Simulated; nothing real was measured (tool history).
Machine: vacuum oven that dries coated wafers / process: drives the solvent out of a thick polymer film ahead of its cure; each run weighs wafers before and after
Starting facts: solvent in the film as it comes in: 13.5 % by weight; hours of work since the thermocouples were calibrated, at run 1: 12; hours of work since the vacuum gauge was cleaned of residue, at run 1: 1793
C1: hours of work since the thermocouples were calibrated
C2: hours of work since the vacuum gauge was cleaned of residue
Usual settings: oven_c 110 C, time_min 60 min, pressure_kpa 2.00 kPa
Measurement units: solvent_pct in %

{"run": 1, "day": 0.0, "oven_c": 110, "time_min": 60, "pressure_kpa": 2.0, "C1": 12, "C2": 1793, "solvent_pct": 4.31}
{"run": 2, "day": 2.054, "oven_c": 110, "time_min": 60, "pressure_kpa": 2.0, "C1": 42, "C2": 1823, "solvent_pct": 4.23}
{"run": 3, "day": 3.746, "oven_c": 110, "time_min": 60, "pressure_kpa": 2.0, "C1": 67, "C2": 1849, "solvent_pct": 4.13}
{"run": 4, "day": 6.888, "oven_c": 110, "time_min": 60, "pressure_kpa": 2.0, "C1": 114, "C2": 1895, "solvent_pct": 4.17}
{"run": 5, "day": 9.479, "oven_c": 110, "time_min": 60, "pressure_kpa": 2.0, "C1": 153, "C2": 1934, "solvent_pct": 4.24}
{"run": 6, "day": 11.512, "oven_c": 110, "time_min": 60, "pressure_kpa": 4.25, "C1": 183, "C2": 1964, "solvent_pct": 6.23}
{"run": 7, "day": 14.662, "oven_c": 110, "time_min": 60, "pressure_kpa": 2.0, "C1": 230, "C2": 2011, "solvent_pct": 4.26}
{"run": 8, "day": 16.917, "oven_c": 110, "time_min": 60, "pressure_kpa": 2.0, "C1": 264, "C2": 2045, "solvent_pct": 4.17}
{"run": 9, "day": 18.842, "oven_c": 110, "time_min": 60, "pressure_kpa": 2.0, "C1": 293, "C2": 2074, "solvent_pct": 4.16}
{"run": 10, "day": 21.883, "oven_c": 110, "time_min": 60, "pressure_kpa": 2.0, "C1": 338, "C2": 2119, "solvent_pct": 4.21}
{"run": 11, "day": 23.446, "oven_c": 110, "time_min": 60, "pressure_kpa": 2.0, "C1": 362, "C2": 2143, "solvent_pct": 4.21}
{"run": 12, "day": 26.208, "oven_c": 110, "time_min": 60, "pressure_kpa": 2.0, "C1": 403, "C2": 2184, "solvent_pct": 4.25}
{"run": 13, "day": 29.512, "oven_c": 110, "time_min": 60, "pressure_kpa": 2.0, "C1": 452, "C2": 2233, "solvent_pct": 4.25}
{"run": 14, "day": 32.4, "oven_c": 110, "time_min": 35, "pressure_kpa": 2.0, "C1": 495, "C2": 2276, "solvent_pct": 6.01}
{"run": 15, "day": 34.729, "oven_c": 110, "time_min": 35, "pressure_kpa": 2.0, "C1": 530, "C2": 2311, "solvent_pct": 5.76}
{"run": 16, "day": 37.058, "oven_c": 110, "time_min": 35, "pressure_kpa": 2.0, "C1": 565, "C2": 2346, "solvent_pct": 5.73}
{"run": 17, "day": 40.079, "oven_c": 110, "time_min": 35, "pressure_kpa": 2.0, "C1": 610, "C2": 2391, "solvent_pct": 5.8}
{"run": 18, "day": 42.533, "oven_c": 122, "time_min": 60, "pressure_kpa": 2.0, "C1": 646, "C2": 2428, "solvent_pct": 2.08}
{"run": 19, "day": 45.792, "oven_c": 122, "time_min": 60, "pressure_kpa": 2.0, "C1": 695, "C2": 2476, "solvent_pct": 2.15}
{"run": 20, "day": 49.242, "oven_c": 117, "time_min": 60, "pressure_kpa": 2.0, "C1": 747, "C2": 2528, "solvent_pct": 2.7}
{"run": 21, "day": 52.079, "oven_c": 117, "time_min": 60, "pressure_kpa": 2.0, "C1": 789, "C2": 2570, "solvent_pct": 2.86}
{"run": 22, "day": 55.733, "oven_c": 117, "time_min": 60, "pressure_kpa": 2.0, "C1": 844, "C2": 2625, "solvent_pct": 2.95}
{"day": 56.404, "done": "oven's thermocouples calibrated"}
{"run": 23, "day": 57.671, "oven_c": 111, "time_min": 34, "pressure_kpa": 2.0, "C1": 19, "C2": 2652, "solvent_pct": 5.83}
{"day": 57.917, "done": "vacuum gauge cleaned of residue and calibrated"}
{"run": 24, "day": 59.596, "oven_c": 109, "time_min": 36, "pressure_kpa": 2.0, "C1": 47, "C2": 25, "solvent_pct": 5.63}
{"run": 25, "day": 61.971, "oven_c": 110, "time_min": 62, "pressure_kpa": 2.0, "C1": 82, "C2": 61, "solvent_pct": 3.52}
{"run": 26, "day": 65.138, "oven_c": 96, "time_min": 66, "pressure_kpa": 4.04, "C1": 129, "C2": 108, "solvent_pct": 9.41}
{"run": 27, "day": 68.688, "oven_c": 116, "time_min": 41, "pressure_kpa": 1.27, "C1": 182, "C2": 161, "solvent_pct": 2.71}
{"run": 28, "day": 71.521, "oven_c": 101, "time_min": 62, "pressure_kpa": 1.32, "C1": 225, "C2": 203, "solvent_pct": 5.33}
{"run": 29, "day": 73.046, "oven_c": 101, "time_min": 62, "pressure_kpa": 1.32, "C1": 248, "C2": 226, "solvent_pct": 5.49}
{"run": 30, "day": 74.546, "oven_c": 101, "time_min": 62, "pressure_kpa": 1.32, "C1": 270, "C2": 248, "solvent_pct": 5.4}
{"run": 31, "day": 76.646, "oven_c": 101, "time_min": 62, "pressure_kpa": 1.32, "C1": 301, "C2": 280, "solvent_pct": 5.42}
{"run": 32, "day": 79.821, "oven_c": 123, "time_min": 70, "pressure_kpa": 6.34, "C1": 349, "C2": 327, "solvent_pct": 4.38}
{"run": 33, "day": 82.3, "oven_c": 103, "time_min": 96, "pressure_kpa": 5.22, "C1": 386, "C2": 364, "solvent_pct": 7.74}
{"run": 34, "day": 83.938, "oven_c": 105, "time_min": 91, "pressure_kpa": 3.96, "C1": 410, "C2": 388, "solvent_pct": 6.0}
{"run": 35, "day": 85.45, "oven_c": 105, "time_min": 91, "pressure_kpa": 3.96, "C1": 433, "C2": 411, "solvent_pct": 5.89}
{"run": 36, "day": 87.446, "oven_c": 110, "time_min": 52, "pressure_kpa": 4.02, "C1": 462, "C2": 441, "solvent_pct": 5.81}
{"run": 37, "day": 90.325, "oven_c": 110, "time_min": 52, "pressure_kpa": 4.02, "C1": 505, "C2": 484, "solvent_pct": 5.68}
{"run": 38, "day": 92.196, "oven_c": 110, "time_min": 60, "pressure_kpa": 1.43, "C1": 533, "C2": 512, "solvent_pct": 3.23}
{"run": 39, "day": 95.871, "oven_c": 110, "time_min": 60, "pressure_kpa": 1.43, "C1": 588, "C2": 567, "solvent_pct": 3.23}
{"run": 40, "day": 99.175, "oven_c": 110, "time_min": 60, "pressure_kpa": 1.43, "C1": 638, "C2": 616, "solvent_pct": 3.17}
{"run": 41, "day": 102.379, "oven_c": 110, "time_min": 60, "pressure_kpa": 1.43, "C1": 685, "C2": 664, "solvent_pct": 3.13}

What if the next run were any one of these 5? Each begins from the tool's condition after run 41:
{"run": "A", "day": 104.275, "oven_c": 110, "time_min": 77, "pressure_kpa": 2.0, "C1": 714, "C2": 692, "solvent_pct": "?"}
{"run": "B", "day": 104.275, "oven_c": 110, "time_min": 60, "pressure_kpa": 1.13, "C1": 714, "C2": 692, "solvent_pct": "?"}
{"run": "C", "day": 104.275, "oven_c": 110, "time_min": 60, "pressure_kpa": 1.43, "C1": 714, "C2": 692, "solvent_pct": "?"}
{"run": "D", "day": 104.275, "oven_c": 110, "time_min": 50, "pressure_kpa": 2.0, "C1": 714, "C2": 692, "solvent_pct": "?"}
{"run": "E", "day": 104.275, "oven_c": 96, "time_min": 39, "pressure_kpa": 2.55, "C1": 714, "C2": 692, "solvent_pct": "?"}

run=A solvent_pct=3.06
run=B solvent_pct=2.99
run=C solvent_pct=3.26
run=D solvent_pct=4.21
run=E solvent_pct=9.17
Without the tool's hidden state the same runs would have given:
run=A solvent_pct=3.00
run=B solvent_pct=2.96
run=C solvent_pct=3.23
run=D solvent_pct=4.21
run=E solvent_pct=9.16
